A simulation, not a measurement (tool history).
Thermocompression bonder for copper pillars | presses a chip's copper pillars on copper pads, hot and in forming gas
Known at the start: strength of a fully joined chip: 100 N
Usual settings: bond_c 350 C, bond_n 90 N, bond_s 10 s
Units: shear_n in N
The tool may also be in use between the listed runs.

{"run": 1, "hour": 0.0, "bond_c": 350, "bond_n": 90, "bond_s": 10, "shear_n": 60.6}
{"run": 2, "hour": 7.4, "bond_c": 350, "bond_n": 90, "bond_s": 10, "shear_n": 61.3}
{"run": 3, "hour": 21.6, "bond_c": 350, "bond_n": 90, "bond_s": 10, "shear_n": 61.2}
{"run": 4, "hour": 28.0, "bond_c": 350, "bond_n": 66, "bond_s": 10, "shear_n": 47.6}
{"run": 5, "hour": 41.8, "bond_c": 350, "bond_n": 66, "bond_s": 10, "shear_n": 46.7}
{"run": 6, "hour": 52.8, "bond_c": 350, "bond_n": 90, "bond_s": 10, "shear_n": 58.6}
{"run": 7, "hour": 62.8, "bond_c": 350, "bond_n": 90, "bond_s": 10, "shear_n": 61.5}
{"run": 8, "hour": 73.9, "bond_c": 350, "bond_n": 90, "bond_s": 10, "shear_n": 59.0}
{"run": 9, "hour": 82.4, "bond_c": 347, "bond_n": 90, "bond_s": 10, "shear_n": 57.2}
{"run": 10, "hour": 91.8, "bond_c": 347, "bond_n": 90, "bond_s": 10, "shear_n": 57.1}
{"run": 11, "hour": 101.8, "bond_c": 350, "bond_n": 90, "bond_s": 10, "shear_n": 59.5}
{"run": 12, "hour": 110.1, "bond_c": 350, "bond_n": 90, "bond_s": 10, "shear_n": 58.9}
{"run": 13, "hour": 121.9, "bond_c": 350, "bond_n": 115, "bond_s": 10, "shear_n": 73.0}
{"run": 14, "hour": 135.3, "bond_c": 350, "bond_n": 90, "bond_s": 10, "shear_n": 62.1}
{"run": 15, "hour": 145.9, "bond_c": 342, "bond_n": 90, "bond_s": 10, "shear_n": 58.2}
{"run": 16, "hour": 158.1, "bond_c": 342, "bond_n": 90, "bond_s": 10, "shear_n": 59.5}
{"run": 17, "hour": 166.2, "bond_c": 342, "bond_n": 90, "bond_s": 10, "shear_n": 58.9}
{"run": 18, "hour": 178.0, "bond_c": 350, "bond_n": 90, "bond_s": 8, "shear_n": 59.4}
{"run": 19, "hour": 191.2, "bond_c": 350, "bond_n": 90, "bond_s": 8, "shear_n": 59.4}
{"run": 20, "hour": 204.8, "bond_c": 350, "bond_n": 90, "bond_s": 14, "shear_n": 68.5}
{"run": 21, "hour": 216.1, "bond_c": 338, "bond_n": 80, "bond_s": 10, "shear_n": 56.6}
{"run": 22, "hour": 227.9, "bond_c": 338, "bond_n": 80, "bond_s": 10, "shear_n": 57.5}
{"run": 23, "hour": 238.8, "bond_c": 350, "bond_n": 130, "bond_s": 10, "shear_n": 81.9}
{"run": 24, "hour": 250.8, "bond_c": 350, "bond_n": 130, "bond_s": 10, "shear_n": 81.9}
{"run": 25, "hour": 262.7, "bond_c": 380, "bond_n": 55, "bond_s": 30, "shear_n": 72.8}
{"run": 26, "hour": 272.9, "bond_c": 376, "bond_n": 55, "bond_s": 9, "shear_n": 49.5}
{"run": 27, "hour": 280.6, "bond_c": 376, "bond_n": 55, "bond_s": 9, "shear_n": 47.7}
{"run": 28, "hour": 288.1, "bond_c": 376, "bond_n": 55, "bond_s": 9, "shear_n": 48.6}
{"run": 29, "hour": 299.6, "bond_c": 376, "bond_n": 55, "bond_s": 9, "shear_n": 48.7}
{"run": 30, "hour": 310.7, "bond_c": 350, "bond_n": 93, "bond_s": 13, "shear_n": 70.7}
{"run": 31, "hour": 325.2, "bond_c": 375, "bond_n": 90, "bond_s": 15, "shear_n": 80.4}
{"run": 32, "hour": 337.2, "bond_c": 349, "bond_n": 89, "bond_s": 12, "shear_n": 67.0}
{"run": 33, "hour": 348.6, "bond_c": 368, "bond_n": 73, "bond_s": 27, "shear_n": 76.0}
{"run": 34, "hour": 355.7, "bond_c": 342, "bond_n": 86, "bond_s": 22, "shear_n": 74.0}
{"run": 35, "hour": 363.7, "bond_c": 350, "bond_n": 77, "bond_s": 6, "shear_n": 47.3}
{"run": 36, "hour": 377.3, "bond_c": 350, "bond_n": 77, "bond_s": 6, "shear_n": 48.8}
{"run": 37, "hour": 391.0, "bond_c": 357, "bond_n": 56, "bond_s": 20, "shear_n": 55.3}
{"run": 38, "hour": 400.6, "bond_c": 365, "bond_n": 66, "bond_s": 24, "shear_n": 71.1}
{"run": 39, "hour": 408.3, "bond_c": 365, "bond_n": 78, "bond_s": 6, "shear_n": 52.8}

Not shown: 2 entries that the log had between the listed runs. Between which runs, and how does the tool's hidden state differ before and after?
Between runs 12 and 13: force cell calibrated (hour 114.4)
  force that reaches the chip, % of what is set: 91.9 -> 99.7; oxide that the forming gas leaves, % of the face: 4.95 -> 5.12
  measured less the result without the state, shear_n: -5.7 -> -2.8 N
Between runs 20 and 21: forming gas filter changed (hour 216.1)
  true temperature of the bond over the reading, C: 3.4 -> 3.5; oxide that the forming gas leaves, % of the face: 6.41 -> 0.5
  measured less the result without the state, shear_n: -3.6 -> +0.9 N
